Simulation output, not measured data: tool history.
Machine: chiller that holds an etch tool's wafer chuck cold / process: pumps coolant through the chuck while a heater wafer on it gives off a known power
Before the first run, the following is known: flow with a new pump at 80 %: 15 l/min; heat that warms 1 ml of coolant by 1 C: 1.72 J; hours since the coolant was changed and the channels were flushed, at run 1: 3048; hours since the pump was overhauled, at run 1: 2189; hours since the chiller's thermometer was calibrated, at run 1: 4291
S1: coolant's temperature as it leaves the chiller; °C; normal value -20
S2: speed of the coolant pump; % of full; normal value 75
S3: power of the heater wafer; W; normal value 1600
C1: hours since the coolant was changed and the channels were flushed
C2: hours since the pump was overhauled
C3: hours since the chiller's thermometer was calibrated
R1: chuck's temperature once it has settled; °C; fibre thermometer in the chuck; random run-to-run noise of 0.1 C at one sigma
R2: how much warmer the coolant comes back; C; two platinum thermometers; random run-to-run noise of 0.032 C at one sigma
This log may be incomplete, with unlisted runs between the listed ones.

run 1 hour=0.0 | S1=-20 S2=75 S3=1600 | C1=3048 C2=2189 C3=4291 | R1=-4.1 R2=3.91
run 2 hour=66.4 | S1=-14 S2=75 S3=1600 | C1=3114 C2=2255 C3=4358 | R1=1.9 R2=3.91
run 3 hour=116.7 | S1=-14 S2=75 S3=1600 | C1=3164 C2=2305 C3=4408 | R1=1.9 R2=3.89
run 4 hour=177.7 | S1=-20 S2=75 S3=2281 | C1=3225 C2=2366 C3=4469 | R1=2.7 R2=5.54
run 5 hour=270.3 | S1=-20 S2=75 S3=1418 | C1=3318 C2=2459 C3=4561 | R1=-5.9 R2=3.42
run 6 hour=355.8 | S1=-20 S2=94 S3=1418 | C1=3404 C2=2545 C3=4647 | R1=-7.3 R2=2.76
run 7 hour=427.7 | S1=-20 S2=94 S3=1418 | C1=3475 C2=2616 C3=4719 | R1=-7.4 R2=2.70
-- hour=472.7 chiller's thermometer calibrated
run 8 hour=477.4 | S1=-20 S2=94 S3=1418 | C1=3524 C2=2665 C3=5 | R1=-7.4 R2=2.70
run 9 hour=551.4 | S1=-20 S2=94 S3=1418 | C1=3598 C2=2739 C3=79 | R1=-7.4 R2=2.58
run 10 hour=605.4 | S1=-20 S2=75 S3=1600 | C1=3652 C2=2793 C3=133 | R1=-4.1 R2=3.73
run 11 hour=678.9 | S1=-20 S2=75 S3=1600 | C1=3726 C2=2867 C3=206 | R1=-3.9 R2=3.72
run 12 hour=758.4 | S1=-20 S2=75 S3=1600 | C1=3805 C2=2946 C3=286 | R1=-4.0 R2=3.75
run 13 hour=804.3 | S1=-20 S2=75 S3=1600 | C1=3851 C2=2992 C3=332 | R1=-4.2 R2=3.72
run 14 hour=887.8 | S1=-20 S2=75 S3=1600 | C1=3935 C2=3076 C3=415 | R1=-4.2 R2=3.66
-- hour=972.8 gauge calibrated
run 15 hour=972.8 | S1=-20 S2=75 S3=1600 | C1=4020 C2=3161 C3=500 | R1=-4.1 R2=3.96
run 16 hour=1030.0 | S1=-20 S2=75 S3=1600 | C1=4077 C2=3218 C3=557 | R1=-4.0 R2=3.94
run 17 hour=1109.5 | S1=-20 S2=75 S3=1756 | C1=4156 C2=3297 C3=637 | R1=-2.4 R2=4.30
run 18 hour=1147.2 | S1=-20 S2=84 S3=1600 | C1=4194 C2=3335 C3=675 | R1=-5.0 R2=3.51
run 19 hour=1200.2 | S1=-20 S2=84 S3=1600 | C1=4247 C2=3388 C3=728 | R1=-5.1 R2=3.45
run 20 hour=1258.4 | S1=-20 S2=85 S3=915 | C1=4305 C2=3446 C3=786 | R1=-11.5 R2=1.90
run 21 hour=1344.1 | S1=-20 S2=85 S3=915 | C1=4391 C2=3532 C3=871 | R1=-11.5 R2=1.89
run 22 hour=1419.4 | S1=-26 S2=85 S3=1730 | C1=4466 C2=3607 C3=947 | R1=-9.9 R2=3.68
run 23 hour=1466.1 | S1=-26 S2=90 S3=969 | C1=4513 C2=3654 C3=993 | R1=-17.2 R2=1.85
run 24 hour=1558.9 | S1=-26 S2=68 S3=969 | C1=4606 C2=3747 C3=1086 | R1=-15.9 R2=2.42
run 25 hour=1619.9 | S1=-30 S2=82 S3=969 | C1=4667 C2=3808 C3=1147 | R1=-20.8 R2=1.98
run 26 hour=1672.9 | S1=-22 S2=88 S3=1345 | C1=4720 C2=3861 C3=1200 | R1=-9.7 R2=2.59
run 27 hour=1761.8 | S1=-22 S2=64 S3=1175 | C1=4809 C2=3950 C3=1289 | R1=-9.1 R2=3.18
run 28 hour=1806.0 | S1=-22 S2=64 S3=1175 | C1=4853 C2=3994 C3=1333 | R1=-9.2 R2=3.14
run 29 hour=1876.4 | S1=-22 S2=64 S3=1175 | C1=4923 C2=4064 C3=1404 | R1=-9.2 R2=3.07
run 30 hour=1916.9 | S1=-22 S2=64 S3=1175 | C1=4964 C2=4105 C3=1444 | R1=-9.4 R2=3.11
run 31 hour=1979.0 | S1=-20 S2=88 S3=1600 | C1=5026 C2=4167 C3=1506 | R1=-5.4 R2=3.10
run 32 hour=2046.9 | S1=-20 S2=88 S3=1600 | C1=5094 C2=4235 C3=1574 | R1=-5.5 R2=3.08

Run by run, hidden condition taken away, random variation retained:
Unlogged tool condition in this case: heat passed by the chuck's channels, % of clean ones'; flow at a given pump speed, % of a new pump's; coolant's true temperature over the reading, C; drift of the gauge itself on chuck_c, C; drift of the gauge itself on warmer_back_c, C.
run=1 R2=3.91
run=2 R2=3.93
run=3 R2=3.92
run=4 R2=5.59
run=5 R2=3.50
run=6 R2=2.87
run=7 R2=2.83
run=8 R2=2.84
run=9 R2=2.74
run=10 R2=3.91
run=11 R2=3.92
run=12 R2=3.97
run=13 R2=3.96
run=14 R2=3.93
run=15 R2=3.96
run=16 R2=3.96
run=17 R2=4.34
run=18 R2=3.57
run=19 R2=3.51
run=20 R2=1.99
run=21 R2=2.00
run=22 R2=3.82
run=23 R2=2.00
run=24 R2=2.59
run=25 R2=2.17
run=26 R2=2.80
run=27 R2=3.42
run=28 R2=3.38
run=29 R2=3.34
run=30 R2=3.39
run=31 R2=3.40
run=32 R2=3.40
R1: within 0.1 °C of the measured result in every run.
